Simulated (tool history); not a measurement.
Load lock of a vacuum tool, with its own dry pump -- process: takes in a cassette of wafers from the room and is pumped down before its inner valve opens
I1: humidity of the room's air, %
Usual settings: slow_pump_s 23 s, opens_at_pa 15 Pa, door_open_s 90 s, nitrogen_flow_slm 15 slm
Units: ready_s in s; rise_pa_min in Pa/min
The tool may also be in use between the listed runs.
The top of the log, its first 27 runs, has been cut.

{"run": 28, "hour": 2942.7, "slow_pump_s": 14, "opens_at_pa": 14, "door_open_s": 97, "nitrogen_flow_slm": 9, "I1": 45.9, "ready_s": 27.8, "rise_pa_min": 0.154}
{"run": 29, "hour": 3082.9, "slow_pump_s": 37, "opens_at_pa": 14, "door_open_s": 97, "nitrogen_flow_slm": 40, "I1": 44.2, "ready_s": 47.5, "rise_pa_min": 0.136}
{"run": 30, "hour": 3194.9, "slow_pump_s": 37, "opens_at_pa": 14, "door_open_s": 97, "nitrogen_flow_slm": 40, "I1": 45.7, "ready_s": 47.6, "rise_pa_min": 0.134}
{"run": 31, "hour": 3291.5, "slow_pump_s": 37, "opens_at_pa": 14, "door_open_s": 97, "nitrogen_flow_slm": 40, "I1": 45.3, "ready_s": 46.8, "rise_pa_min": 0.139}
{"run": 32, "hour": 3417.7, "slow_pump_s": 13, "opens_at_pa": 11, "door_open_s": 219, "nitrogen_flow_slm": 15, "I1": 47.9, "ready_s": 26.9, "rise_pa_min": 0.194}
{"run": 33, "hour": 3548.4, "slow_pump_s": 13, "opens_at_pa": 15, "door_open_s": 90, "nitrogen_flow_slm": 36, "I1": 41.4, "ready_s": 26.9, "rise_pa_min": 0.141}
{"run": 34, "hour": 3638.7, "slow_pump_s": 13, "opens_at_pa": 15, "door_open_s": 73, "nitrogen_flow_slm": 5, "I1": 42.1, "ready_s": 26.5, "rise_pa_min": 0.165}
{"run": 35, "hour": 3716.2, "slow_pump_s": 32, "opens_at_pa": 15, "door_open_s": 73, "nitrogen_flow_slm": 32, "I1": 44.9, "ready_s": 42.3, "rise_pa_min": 0.15}
{"run": 36, "hour": 3807.5, "slow_pump_s": 32, "opens_at_pa": 15, "door_open_s": 73, "nitrogen_flow_slm": 32, "I1": 47.2, "ready_s": 43.4, "rise_pa_min": 0.152}
{"hour": 3846.0, "done": "dry pump taken out, an overhauled one fitted"}
{"run": 37, "hour": 3938.2, "slow_pump_s": 32, "opens_at_pa": 15, "door_open_s": 73, "nitrogen_flow_slm": 32, "I1": 43.3, "ready_s": 41.5, "rise_pa_min": 0.156}

4 ways to go on from here, each from the tool as it stands after run 37. What would each give?
{"run": "A", "hour": 4053.8, "slow_pump_s": 23, "opens_at_pa": 15, "door_open_s": 47, "nitrogen_flow_slm": 15, "I1": 42, "ready_s": "?", "rise_pa_min": "?"}
{"run": "B", "hour": 4053.8, "slow_pump_s": 23, "opens_at_pa": 19, "door_open_s": 90, "nitrogen_flow_slm": 15, "I1": 45.4, "ready_s": "?", "rise_pa_min": "?"}
{"run": "C", "hour": 4053.8, "slow_pump_s": 23, "opens_at_pa": 19, "door_open_s": 90, "nitrogen_flow_slm": 15, "I1": 42.6, "ready_s": "?", "rise_pa_min": "?"}
{"run": "D", "hour": 4053.8, "slow_pump_s": 32, "opens_at_pa": 18, "door_open_s": 73, "nitrogen_flow_slm": 32, "I1": 43.4, "ready_s": "?", "rise_pa_min": "?"}

run=A ready_s=32.7 rise_pa_min=0.148
run=B ready_s=32.3 rise_pa_min=0.173
run=C ready_s=32.8 rise_pa_min=0.169
run=D ready_s=40.4 rise_pa_min=0.154
The same runs, with their run-to-run variation unchanged, on a tool lacking any hidden condition would have given:
run=A ready_s=32.7 rise_pa_min=0.026
run=B ready_s=32.3 rise_pa_min=0.05
run=C ready_s=32.8 rise_pa_min=0.046
run=D ready_s=40.3 rise_pa_min=0.031

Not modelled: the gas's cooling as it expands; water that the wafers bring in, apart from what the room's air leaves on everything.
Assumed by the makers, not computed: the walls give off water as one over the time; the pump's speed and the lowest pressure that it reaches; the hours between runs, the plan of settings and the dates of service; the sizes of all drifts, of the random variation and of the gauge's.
